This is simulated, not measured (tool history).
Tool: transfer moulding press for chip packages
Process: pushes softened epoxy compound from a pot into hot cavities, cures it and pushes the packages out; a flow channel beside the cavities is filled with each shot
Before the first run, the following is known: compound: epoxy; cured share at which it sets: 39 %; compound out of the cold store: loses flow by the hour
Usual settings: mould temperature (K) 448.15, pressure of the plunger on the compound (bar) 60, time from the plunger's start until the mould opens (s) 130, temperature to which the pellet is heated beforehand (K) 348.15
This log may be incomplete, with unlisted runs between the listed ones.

run,hour,mould temperature (K),pressure of the plunger on the compound (bar),time from the plunger's start until the mould opens (s),temperature to which the pellet is heated beforehand (K),incoming compound's hours out of the cold store,length that the compound runs in the flow channel (mm),greatest force on the pins that push the packages out (N)
1,0,448.15,60,130,348.15,31.5,708,405
2,5.7,448.15,60,130,348.15,11.5,748,406
3,18.1,448.15,60,130,348.15,21.2,728,463
4,25.1,448.15,60,130,348.15,38.5,698,471
5,35.6,448.15,60,130,348.15,16.2,733,501
# hour 45.7: cavities cleaned with cleaning compound and waxed
6,45.7,448.15,60,130,348.15,41.7,690,273
7,58.2,448.15,60,130,348.15,10.3,752,339
8,71,448.15,60,130,348.15,12.7,743,368
9,82.1,448.15,60,130,348.15,17,736,425
10,91.3,448.15,60,130,348.15,32.5,705,450
11,101.1,448.15,60,162,348.15,44.6,683,430
12,113.2,448.15,60,130,349.15,41.6,686,495
13,121.4,448.15,60,130,348.15,32.4,705,538
# hour 124.9: cavities cleaned with cleaning compound and waxed
14,136.3,448.15,56.8,130,348.15,32.5,684,348
15,150.5,442.15,67.4,136,348.15,31.5,770,471
16,159.5,450.15,60,145,348.15,15,727,401
17,165.8,447.15,60,116,347.15,19.2,730,513
18,177.4,443.15,46.1,114,338.15,11,670,761
19,189.4,453.15,61.7,157,338.15,37.8,685,447
# hour 203.4: cavities cleaned with cleaning compound and waxed
20,204.3,444.15,69.2,134,344.15,46.2,750,318
21,217.8,450.15,51.1,146,355.15,12.6,671,322
22,229.1,444.15,57,155,348.15,37.8,687,365
23,237.6,448.15,52.3,130,350.15,30,657,414
24,247.4,448.15,52.3,130,350.15,20.1,667,433
25,258.8,441.15,63.7,116,349.15,20.4,771,835
26,268.1,441.15,63.7,116,349.15,35.9,738,820
27,278,448.15,64.4,153,348.15,41.9,705,477
# hour 281.9: cavities cleaned with cleaning compound and waxed
28,286,455.15,60,130,343.15,32.5,678,270

Each row is a separate what-if for the run after 28, all from the same tool condition, not one after another. Results?
A,299.3,455.15,60,156,348.15,16.9,?,?
B,299.3,456.15,46.8,130,348.15,31.6,?,?
C,299.3,455.15,60,131,343.15,44.5,?,?

run,length that the compound runs in the flow channel (mm),greatest force on the pins that push the packages out (N)
A,699,319
B,592,330
C,655,322
The same runs, with their run-to-run variation unchanged, on a tool lacking any hidden condition would have given:
run,length that the compound runs in the flow channel (mm),greatest force on the pins that push the packages out (N)
A,723,244
B,612,254
C,677,247

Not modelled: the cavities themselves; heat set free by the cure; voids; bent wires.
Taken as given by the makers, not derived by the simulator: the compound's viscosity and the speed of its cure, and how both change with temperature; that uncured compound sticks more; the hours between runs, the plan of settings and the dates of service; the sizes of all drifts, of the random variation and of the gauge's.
